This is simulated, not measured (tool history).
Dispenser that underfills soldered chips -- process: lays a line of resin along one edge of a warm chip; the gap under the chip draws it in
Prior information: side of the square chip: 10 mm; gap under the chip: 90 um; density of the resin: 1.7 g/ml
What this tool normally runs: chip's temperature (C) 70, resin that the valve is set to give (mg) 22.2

run	day	chip's temperature (C)	resin that the valve is set to give (mg)	time until the resin shows at the far edge (s)	resin that the valve gave (mg)
1	0.000	70	22.2	72.7	20.84
# day 0.058: new syringe of resin
# day 0.446: new syringe of resin
2	0.688	70	22.2	66.8	20.47
# day 0.867: new syringe of resin
# day 1.283: new syringe of resin
3	1.283	70	22.2	51.9	20.13
4	1.646	70	22.2	74.4	20.24
# day 1.712: new syringe of resin
# day 2.150: new syringe of resin
# day 2.242: dispensing valve cleaned and set on the balance
5	2.404	70	22.2	63.0	22.32
# day 2.583: new syringe of resin
6	2.717	70	22.2	58.9	22.09
# day 3.021: new syringe of resin
7	3.167	70	22.2	58.6	21.85
# day 3.408: new syringe of resin
# day 3.821: new syringe of resin
8	3.821	70	22.2	50.5	21.95
# day 4.238: new syringe of resin
9	4.504	70	22.2	65.3	21.66
# day 4.667: new syringe of resin
# day 5.092: new syringe of resin
10	5.092	70	22.2	50.0	21.29
# day 5.500: new syringe of resin
11	5.638	70	22.2	57.8	21.02
# day 5.929: new syringe of resin
12	5.979	70	22.2	52.7	21.13
# day 6.329: new syringe of resin
13	6.592	70	22.2	66.0	20.76
# day 6.746: new syringe of resin
14	7.117	70	22.2	73.7	20.71
# day 7.188: new syringe of resin
15	7.558	70	22.2	72.8	20.58
# day 7.604: new syringe of resin
# day 7.992: new syringe of resin
16	8.175	70	22.2	60.2	20.02
# day 8.417: new syringe of resin
17	8.554	58	22.2	106.7	20.34
# day 8.854: new syringe of resin
18	8.983	58	22.2	110.5	20.05
# day 9.250: new syringe of resin
# day 9.292: dispensing valve cleaned and set on the balance
19	9.521	65	26.2	79.8	26.14
# day 9.696: new syringe of resin
20	10.054	65	25.6	90.1	25.27
# day 10.117: new syringe of resin
# day 10.542: new syringe of resin
21	10.721	65	25.6	73.8	24.96
# day 10.942: new syringe of resin
22	11.288	80	25.0	42.3	24.12
# day 11.354: new syringe of resin
23	11.662	80	25.0	41.7	24.21
# day 11.758: new syringe of resin
# day 12.150: new syringe of resin
24	12.188	80	22.2	31.5	21.26
# day 12.562: new syringe of resin
25	12.625	59	21.2	95.0	19.94
# day 12.979: new syringe of resin
26	13.238	68	26.4	70.6	24.91
# day 13.400: new syringe of resin
27	13.650	61	19.1	105.0	17.77
# day 13.854: new syringe of resin
28	14.146	83	21.8	35.5	20.10
# day 14.254: new syringe of resin
# day 14.642: new syringe of resin
29	14.838	83	19.2	33.2	17.58
# day 15.042: new syringe of resin
30	15.204	62	24.8	86.9	22.83
# day 15.454: new syringe of resin
31	15.742	66	24.3	79.9	22.08
# day 15.850: new syringe of resin
# day 16.275: new syringe of resin
# day 16.350: dispensing valve cleaned and set on the balance
32	16.442	59	20.9	94.7	20.89
# day 16.754: new syringe of resin
33	16.862	79	19.5	35.9	19.50
# day 17.167: new syringe of resin
34	17.242	70	26.1	50.6	25.94
# day 17.608: new syringe of resin
35	17.896	70	22.7	63.3	22.36

Branching from run 35: 3 alternative next runs. What would each branch give?
# day 18.017: new syringe of resin
A	18.338	68	19.6	?	?
# day 18.017: new syringe of resin
B	18.338	59	21.6	?	?
# day 18.017: new syringe of resin
C	18.338	70	27.8	?	?

run	time until the resin shows at the far edge (s)	resin that the valve gave (mg)
A	76.9	19.32
B	120.2	21.23
C	65.3	27.25
Had the tool no hidden state, the same runs would have come out as:
run	time until the resin shows at the far edge (s)	resin that the valve gave (mg)
A	59.8	19.77
B	94.1	21.73
C	51.0	27.89

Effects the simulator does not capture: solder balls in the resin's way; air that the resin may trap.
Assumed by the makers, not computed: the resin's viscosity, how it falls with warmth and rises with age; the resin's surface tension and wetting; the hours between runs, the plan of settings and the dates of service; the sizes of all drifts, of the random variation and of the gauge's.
